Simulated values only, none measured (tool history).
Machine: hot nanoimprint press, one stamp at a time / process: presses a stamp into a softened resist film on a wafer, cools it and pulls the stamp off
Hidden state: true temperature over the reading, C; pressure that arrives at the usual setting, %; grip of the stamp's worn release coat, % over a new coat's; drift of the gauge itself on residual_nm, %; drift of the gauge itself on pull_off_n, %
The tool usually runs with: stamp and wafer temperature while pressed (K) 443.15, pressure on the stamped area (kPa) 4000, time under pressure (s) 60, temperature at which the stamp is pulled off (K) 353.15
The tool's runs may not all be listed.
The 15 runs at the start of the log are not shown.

run   hour  stamp and wafer temperature while pressed (K)  pressure on the stamped area (kPa)  time under pressure (s)  temperature at which the stamp is pulled off (K)  hours of work since the thermocouple was calibrated  imprints on the stamp's release coat  hours of work since the press's seals were changed  resist left under the stamp's widest pad (nm)  greatest force while the stamp is pulled off (N)
       413  -- plate thermocouple calibrated
 16  439.4                                         440.15                                4000                       62                                            353.15                                                   13                                  1878                                                 248                                          313.8                                               198
 17  458.9                                         440.15                                4000                       58                                            353.15                                                   23                                  1932                                                 258                                          323.2                                               207
     480.3  -- stamp cleaned and given a new release coat
 18  496.4                                         440.15                                4000                       58                                            353.15                                                   38                                    44                                                 274                                          323.8                                               121
     512.7  -- plate thermocouple calibrated, once more
 19  534.3                                         443.15                                5270                       57                                            353.15                                                   11                                   141                                                 291                                          242.5                                               121
 20  573.7                                         443.15                                4000                       66                                            353.15                                                   30                                   251                                                 311                                          255.7                                               123
 21  592.8                                         455.15                                4000                       99                                            353.15                                                   40                                   304                                                 320                                          137.9                                               124
 22  628.7                                         451.15                                4000                       72                                            353.15                                                   58                                   404                                                 338                                          185.4                                               134
 23    664                                         451.15                                4000                       30                                            353.15                                                   75                                   502                                                 355                                          256.5                                               136
 24  702.3                                         451.15                                4000                       30                                            353.15                                                   94                                   608                                                 374                                          254.9                                               137
 25  736.1                                         443.15                                4240                       45                                            342.15                                                  111                                   702                                                 391                                          289.4                                               172
 26  775.1                                         443.15                                3250                       49                                            345.15                                                  130                                   811                                                 410                                          309.3                                               173
 27    799                                         443.15                                3250                       88                                            341.15                                                  142                                   877                                                 422                                          259.7                                               184
 28  823.9                                         443.15                                3250                       88                                            341.15                                                  154                                   946                                                 435                                          258.3                                               186
 29  849.9                                         443.15                                4000                       32                                            353.15                                                  167                                  1018                                                 448                                          326.4                                               156
 30  890.8                                         435.15                                4760                       68                                            350.15                                                  187                                  1132                                                 468                                          330.9                                               175

Consider 4 possible next runs. They are alternatives, not a sequence: every one starts from the tool as it was left by run 30. What does each give?
  A   927                                         449.15                                4760                      107                                            349.15                                                  205                                  1232                                                 486                                              ?                                                 ?
  B   927                                         435.15                                5560                       68                                            350.15                                                  205                                  1232                                                 486                                              ?                                                 ?
  C   927                                         436.15                                2520                       38                                            350.15                                                  205                                  1232                                                 486                                              ?                                                 ?
  D   927                                         443.15                                3600                       60                                            353.15                                                  205                                  1232                                                 486                                              ?                                                 ?

run  resist left under the stamp's widest pad (nm)  greatest force while the stamp is pulled off (N)
  A                                          158.6                                               180
  B                                          310.4                                               171
  C                                          422.1                                               178
  D                                          286.3                                               165
With no hidden state in the tool, these same runs would have given:
run  resist left under the stamp's widest pad (nm)  greatest force while the stamp is pulled off (N)
  A                                          150.3                                               122
  B                                          296.2                                               116
  C                                          414.6                                               121
  D                                            275                                               112
